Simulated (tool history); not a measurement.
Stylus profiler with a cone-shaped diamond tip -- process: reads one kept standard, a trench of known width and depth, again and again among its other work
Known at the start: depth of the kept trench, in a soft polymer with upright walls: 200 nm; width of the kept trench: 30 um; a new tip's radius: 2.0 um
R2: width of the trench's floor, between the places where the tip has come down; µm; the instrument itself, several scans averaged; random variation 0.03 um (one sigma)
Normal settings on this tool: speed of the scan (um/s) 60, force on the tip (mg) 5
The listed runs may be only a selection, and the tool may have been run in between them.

Run 1, hour 0: usual settings. Result: depth of the trench (nm) 203.98, R2 28.1 µm.
Run 2, hour 24.8: usual settings. Result: depth of the trench (nm) 203.95, R2 28.11 µm.
Run 3, hour 40: usual settings. Result: depth of the trench (nm) 203.92, R2 28.09 µm.
Run 4, hour 57.3: usual settings but force on the tip (mg) 6.54. Result: depth of the trench (nm) 204.62, R2 28.14 µm.
Run 5, hour 81.8: usual settings but force on the tip (mg) 6.54. Result: depth of the trench (nm) 204.8, R2 28.11 µm.
Run 6, hour 97.3: usual settings but force on the tip (mg) 6.54. Result: depth of the trench (nm) 204.61, R2 28.11 µm.
Run 7, hour 113.6: usual settings but force on the tip (mg) 6.54. Result: depth of the trench (nm) 204.69, R2 28.1 µm.
Run 8, hour 126.1: usual settings but speed of the scan (um/s) 24. Result: depth of the trench (nm) 204.17, R2 28.17 µm.
Run 9, hour 144.6: usual settings but speed of the scan (um/s) 24. Result: depth of the trench (nm) 204.01, R2 28.1 µm.
Run 10, hour 160.3: usual settings but force on the tip (mg) 2.38. Result: depth of the trench (nm) 202.8, R2 28.08 µm.
Run 11, hour 177: usual settings but force on the tip (mg) 2.38. Result: depth of the trench (nm) 202.93, R2 28.01 µm.
Run 12, hour 191: usual settings but force on the tip (mg) 4.24. Result: depth of the trench (nm) 203.64, R2 28.08 µm.
Run 13, hour 211: usual settings but force on the tip (mg) 4.24. Result: depth of the trench (nm) 203.91, R2 28.01 µm.
Run 14, hour 230: usual settings but force on the tip (mg) 4.24. Result: depth of the trench (nm) 203.7, R2 28.09 µm.
Run 15, hour 243.4: usual settings but speed of the scan (um/s) 78. Result: depth of the trench (nm) 204.06, R2 28.06 µm.
Run 16, hour 255.9: usual settings. Result: depth of the trench (nm) 204.06, R2 28.09 µm.
Run 17, hour 278.7: usual settings but force on the tip (mg) 9.21. Result: depth of the trench (nm) 205.85, R2 28.07 µm.
Run 18, hour 304.3: usual settings but speed of the scan (um/s) 51, force on the tip (mg) 9.21. Result: depth of the trench (nm) 205.91, R2 28.09 µm.
Run 19, hour 320: usual settings but speed of the scan (um/s) 51, force on the tip (mg) 9.21. Result: depth of the trench (nm) 205.69, R2 28.14 µm.
Run 20, hour 337.7: usual settings but speed of the scan (um/s) 51, force on the tip (mg) 9.21. Result: depth of the trench (nm) 205.73, R2 28.09 µm.
Run 21, hour 361.3: usual settings but speed of the scan (um/s) 51, force on the tip (mg) 9.21. Result: depth of the trench (nm) 205.92, R2 28.1 µm.
Run 22, hour 380.8: usual settings but speed of the scan (um/s) 103, force on the tip (mg) 11.11. Result: depth of the trench (nm) 206.45, R2 28.04 µm.
Run 23, hour 392.7: usual settings but speed of the scan (um/s) 32, force on the tip (mg) 4.16. Result: depth of the trench (nm) 203.85, R2 28.06 µm.

Expected results for the next run?
At hour 395.3: height scale calibrated on a step standard.
Run 24, hour 416: usual settings but speed of the scan (um/s) 32, force on the tip (mg) 4.16. Result: depth of the trench (nm) ?, R2 ?.

Run 24 came out at depth of the trench (nm) 204.28, R2 28.06 µm.
The same run, on a tool lacking any hidden state, would have yielded depth of the trench (nm) 202.86, R2 28.17 µm.
